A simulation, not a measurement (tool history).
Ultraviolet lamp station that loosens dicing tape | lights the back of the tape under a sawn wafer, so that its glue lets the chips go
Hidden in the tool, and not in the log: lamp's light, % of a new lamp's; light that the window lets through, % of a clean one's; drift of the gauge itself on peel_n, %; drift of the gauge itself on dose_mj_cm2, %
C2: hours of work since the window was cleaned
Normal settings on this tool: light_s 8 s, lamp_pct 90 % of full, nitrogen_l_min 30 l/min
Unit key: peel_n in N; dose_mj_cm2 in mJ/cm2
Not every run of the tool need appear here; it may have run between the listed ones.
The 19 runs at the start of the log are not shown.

{"run": 20, "day": 10.988, "light_s": 8, "lamp_pct": 90, "nitrogen_l_min": 24, "hours of work of the lamp": 507, "C2": 7, "peel_n": 0.253, "dose_mj_cm2": 227}
{"run": 21, "day": 11.583, "light_s": 8, "lamp_pct": 90, "nitrogen_l_min": 24, "hours of work of the lamp": 516, "C2": 15, "peel_n": 0.253, "dose_mj_cm2": 233}
{"run": 22, "day": 12.2, "light_s": 8, "lamp_pct": 90, "nitrogen_l_min": 24, "hours of work of the lamp": 524, "C2": 24, "peel_n": 0.25, "dose_mj_cm2": 226}
{"run": 23, "day": 12.746, "light_s": 8, "lamp_pct": 90, "nitrogen_l_min": 24, "hours of work of the lamp": 532, "C2": 31, "peel_n": 0.242, "dose_mj_cm2": 232}
{"run": 24, "day": 13.404, "light_s": 8, "lamp_pct": 64, "nitrogen_l_min": 11, "hours of work of the lamp": 541, "C2": 40, "peel_n": 0.455, "dose_mj_cm2": 159}
{"run": 25, "day": 14.067, "light_s": 8, "lamp_pct": 64, "nitrogen_l_min": 11, "hours of work of the lamp": 550, "C2": 49, "peel_n": 0.466, "dose_mj_cm2": 164}
{"run": 26, "day": 14.479, "light_s": 14, "lamp_pct": 96, "nitrogen_l_min": 12, "hours of work of the lamp": 556, "C2": 55, "peel_n": 0.22, "dose_mj_cm2": 427}
{"run": 27, "day": 15.067, "light_s": 4, "lamp_pct": 96, "nitrogen_l_min": 36, "hours of work of the lamp": 564, "C2": 63, "peel_n": 0.411, "dose_mj_cm2": 126}
{"run": 28, "day": 15.817, "light_s": 15, "lamp_pct": 95, "nitrogen_l_min": 9, "hours of work of the lamp": 574, "C2": 73, "peel_n": 0.219, "dose_mj_cm2": 454}
{"run": 29, "day": 16.504, "light_s": 14, "lamp_pct": 95, "nitrogen_l_min": 50, "hours of work of the lamp": 583, "C2": 83, "peel_n": 0.214, "dose_mj_cm2": 418}
{"run": 30, "day": 17.133, "light_s": 8, "lamp_pct": 60, "nitrogen_l_min": 23, "hours of work of the lamp": 592, "C2": 92, "peel_n": 0.365, "dose_mj_cm2": 155}
{"run": 31, "day": 17.704, "light_s": 8, "lamp_pct": 60, "nitrogen_l_min": 23, "hours of work of the lamp": 600, "C2": 99, "peel_n": 0.366, "dose_mj_cm2": 151}
{"run": 32, "day": 18.271, "light_s": 5, "lamp_pct": 64, "nitrogen_l_min": 23, "hours of work of the lamp": 608, "C2": 107, "peel_n": 0.633, "dose_mj_cm2": 102}
{"run": 33, "day": 18.892, "light_s": 5, "lamp_pct": 64, "nitrogen_l_min": 23, "hours of work of the lamp": 616, "C2": 116, "peel_n": 0.628, "dose_mj_cm2": 103}
{"run": 34, "day": 19.588, "light_s": 5, "lamp_pct": 64, "nitrogen_l_min": 23, "hours of work of the lamp": 626, "C2": 125, "peel_n": 0.628, "dose_mj_cm2": 103}
{"run": 35, "day": 19.942, "light_s": 8, "lamp_pct": 64, "nitrogen_l_min": 12, "hours of work of the lamp": 631, "C2": 130, "peel_n": 0.427, "dose_mj_cm2": 161}
{"run": 36, "day": 20.304, "light_s": 8, "lamp_pct": 60, "nitrogen_l_min": 15, "hours of work of the lamp": 636, "C2": 135, "peel_n": 0.429, "dose_mj_cm2": 153}
{"run": 37, "day": 21.046, "light_s": 8, "lamp_pct": 76, "nitrogen_l_min": 24, "hours of work of the lamp": 646, "C2": 145, "peel_n": 0.281, "dose_mj_cm2": 197}
{"run": 38, "day": 21.55, "light_s": 5, "lamp_pct": 76, "nitrogen_l_min": 17, "hours of work of the lamp": 653, "C2": 152, "peel_n": 0.552, "dose_mj_cm2": 124}
{"run": 39, "day": 22.375, "light_s": 8, "lamp_pct": 90, "nitrogen_l_min": 56, "hours of work of the lamp": 664, "C2": 164, "peel_n": 0.224, "dose_mj_cm2": 228}
{"run": 40, "day": 23.112, "light_s": 13, "lamp_pct": 90, "nitrogen_l_min": 56, "hours of work of the lamp": 674, "C2": 174, "peel_n": 0.215, "dose_mj_cm2": 370}
{"run": 41, "day": 23.925, "light_s": 8, "lamp_pct": 94, "nitrogen_l_min": 30, "hours of work of the lamp": 686, "C2": 185, "peel_n": 0.234, "dose_mj_cm2": 244}
{"run": 42, "day": 24.646, "light_s": 11, "lamp_pct": 94, "nitrogen_l_min": 22, "hours of work of the lamp": 696, "C2": 195, "peel_n": 0.23, "dose_mj_cm2": 330}

Predict the results of run 43:
{"run": 43, "day": 25.425, "light_s": 8, "lamp_pct": 84, "nitrogen_l_min": 39, "hours of work of the lamp": 706, "C2": 206, "peel_n": "?", "dose_mj_cm2": "?"}

peel_n: 0.240 N
dose_mj_cm2: 211 mJ/cm2
Take away the tool's hidden state, keep the run-to-run variation as it was, and the same run would have given peel_n 0.240 N, dose_mj_cm2 212 mJ/cm2.

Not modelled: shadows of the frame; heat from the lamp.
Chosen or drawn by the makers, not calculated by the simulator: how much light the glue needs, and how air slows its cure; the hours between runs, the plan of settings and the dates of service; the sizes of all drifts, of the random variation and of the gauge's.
